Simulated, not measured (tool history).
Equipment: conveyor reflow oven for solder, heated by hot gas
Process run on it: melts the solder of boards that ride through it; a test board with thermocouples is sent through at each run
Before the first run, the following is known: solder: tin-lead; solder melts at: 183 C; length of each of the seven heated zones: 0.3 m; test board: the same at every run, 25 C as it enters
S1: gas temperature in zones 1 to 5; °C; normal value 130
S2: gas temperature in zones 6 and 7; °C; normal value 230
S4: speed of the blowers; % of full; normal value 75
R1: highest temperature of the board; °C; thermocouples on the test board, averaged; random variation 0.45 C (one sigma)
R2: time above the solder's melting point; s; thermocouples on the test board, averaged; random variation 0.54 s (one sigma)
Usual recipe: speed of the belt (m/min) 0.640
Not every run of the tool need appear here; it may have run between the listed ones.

Run 1, hour 0.0: usual settings. Result: R1 208.8 °C, R2 33.4 s.
Run 2, hour 14.5: usual settings. Result: R1 208.9 °C, R2 33.8 s.
Run 3, hour 30.0: usual settings but S2 242 °C. Result: R1 218.7 °C, R2 41.8 s.
Run 4, hour 46.1: usual settings but S2 242 °C. Result: R1 218.6 °C, R2 40.3 s.
Run 5, hour 77.0: usual settings but S2 242 °C. Result: R1 218.3 °C, R2 40.7 s.
Run 6, hour 89.4: usual settings but S2 242 °C. Result: R1 217.4 °C, R2 40.8 s.
Run 7, hour 113.6: usual settings. Result: R1 208.1 °C, R2 34.1 s.
Run 8, hour 130.3: usual settings. Result: R1 208.7 °C, R2 33.6 s.
Run 9, hour 154.0: usual settings but S4 78 % of full. Result: R1 208.3 °C, R2 34.2 s.
Run 10, hour 168.0: usual settings but S4 78 % of full. Result: R1 208.8 °C, R2 34.1 s.
Run 11, hour 188.7: usual settings but S4 78 % of full. Result: R1 208.9 °C, R2 34.3 s.
Run 12, hour 216.3: usual settings but S4 78 % of full. Result: R1 208.6 °C, R2 34.5 s.
Run 13, hour 229.4: usual settings but S4 78 % of full. Result: R1 208.0 °C, R2 33.9 s.
Run 14, hour 246.1: usual settings but speed of the belt (m/min) 0.525, S4 71 % of full. Result: R1 213.7 °C, R2 47.1 s.
Run 15, hour 276.6: usual settings but S1 123 °C, speed of the belt (m/min) 0.661, S4 69 % of full. Result: R1 202.0 °C, R2 26.3 s.
Run 16, hour 294.4: usual settings but S1 123 °C, speed of the belt (m/min) 0.661, S4 69 % of full. Result: R1 202.1 °C, R2 26.4 s.
Run 17, hour 314.0: usual settings but S2 220 °C, speed of the belt (m/min) 0.593. Result: R1 202.0 °C, R2 30.6 s.
Run 18, hour 339.1: usual settings but S1 134 °C, speed of the belt (m/min) 0.748, S4 53 % of full. Result: R1 193.9 °C, R2 15.0 s.
Run 19, hour 366.0: usual settings but S1 134 °C, speed of the belt (m/min) 0.748, S4 89 % of full. Result: R1 204.9 °C, R2 27.7 s.
Run 20, hour 391.1: usual settings but S1 124 °C, S2 236 °C, speed of the belt (m/min) 0.536, S4 89 % of full. Result: R1 222.5 °C, R2 52.6 s.
Run 21, hour 415.4: usual settings but S1 124 °C, S2 236 °C, speed of the belt (m/min) 0.536, S4 89 % of full. Result: R1 222.6 °C, R2 51.8 s.
Run 22, hour 436.8: usual settings but speed of the belt (m/min) 0.544. Result: R1 214.9 °C, R2 47.2 s.
Run 23, hour 452.5: usual settings but speed of the belt (m/min) 0.544, S4 74 % of full. Result: R1 214.8 °C, R2 47.1 s.
Run 24, hour 473.2: usual settings but speed of the belt (m/min) 0.544, S4 74 % of full. Result: R1 214.2 °C, R2 48.0 s.
Run 25, hour 501.4: usual settings but S1 119 °C, speed of the belt (m/min) 0.604. Result: R1 207.9 °C, R2 33.2 s.
Run 26, hour 527.1: usual settings but S1 118 °C, S2 238 °C, speed of the belt (m/min) 0.629. Result: R1 213.3 °C, R2 35.2 s.

Not shown: 2 entries that the log had between the listed runs. Between which runs, and how does the tool's hidden state differ before and after?
Logged between run 19 and run 20: flux residue cleaned out of gas plates and filters (hour 376.9)
  heat that the gas passes to the board, % of a clean oven's: 89.7 -> 99.6; belt's true speed, % of the reading: 97.98 -> 97.96; true gas temperature in zones 6 and 7 over the reading, C: -0.98 -> -1.01
  the result without the hidden state subtracted from the measured one, R1: -3.9 -> -0.4 °C; R2: -2.6 -> +1.0 s
Logged between run 24 and run 25: belt drive overhauled, speed set with a stopwatch (hour 498.0)
  heat that the gas passes to the board, % of a clean oven's: 98.5 -> 98.1; belt's true speed, % of the reading: 97.88 -> 100.08; true gas temperature in zones 6 and 7 over the reading, C: -1.11 -> -1.14
  the result without the hidden state subtracted from the measured one, R1: -0.7 -> -1.6 °C; R2: +0.6 -> -1.4 s
